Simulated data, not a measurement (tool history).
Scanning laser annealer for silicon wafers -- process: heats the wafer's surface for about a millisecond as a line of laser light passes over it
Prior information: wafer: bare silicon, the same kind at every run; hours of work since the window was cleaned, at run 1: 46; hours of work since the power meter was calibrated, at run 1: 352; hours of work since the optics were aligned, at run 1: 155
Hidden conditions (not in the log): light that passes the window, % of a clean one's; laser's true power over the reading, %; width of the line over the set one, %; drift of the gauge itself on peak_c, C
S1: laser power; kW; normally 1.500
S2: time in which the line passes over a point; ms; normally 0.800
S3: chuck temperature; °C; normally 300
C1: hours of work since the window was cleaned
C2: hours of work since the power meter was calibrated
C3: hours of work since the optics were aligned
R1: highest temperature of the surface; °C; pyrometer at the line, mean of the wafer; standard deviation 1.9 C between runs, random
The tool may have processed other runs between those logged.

run,hour,S1,S2,S3,C1,C2,C3,R1
1,0.0,1.500,0.800,300,46,352,155,1130
2,48.8,1.500,0.823,300,83,389,193,1141
3,103.3,1.500,0.823,300,125,431,235,1141
4,137.2,1.500,0.823,300,152,458,261,1141
5,184.1,1.500,0.800,300,188,494,297,1123
6,211.9,1.500,0.800,300,209,515,319,1128
7,235.0,1.500,0.800,300,227,533,337,1127
8,266.3,1.383,0.750,279,251,557,361,1001
9,295.0,1.423,0.800,308,273,579,383,1084
10,326.3,1.423,0.800,308,297,604,407,1081
11,370.2,1.586,0.800,327,331,637,441,1215

3 options for the next run, each taken on its own from the tool as it stands now. Forecast them:
A,392.7,1.339,0.813,318,349,655,458,?
B,392.7,1.488,0.825,298,349,655,458,?
C,392.7,1.619,0.800,300,349,655,458,?

run,R1
A,1045
B,1132
C,1215
Stripped of hidden state, with their random variation kept, the same runs would have yielded:
run,R1
A,1045
B,1132
C,1215

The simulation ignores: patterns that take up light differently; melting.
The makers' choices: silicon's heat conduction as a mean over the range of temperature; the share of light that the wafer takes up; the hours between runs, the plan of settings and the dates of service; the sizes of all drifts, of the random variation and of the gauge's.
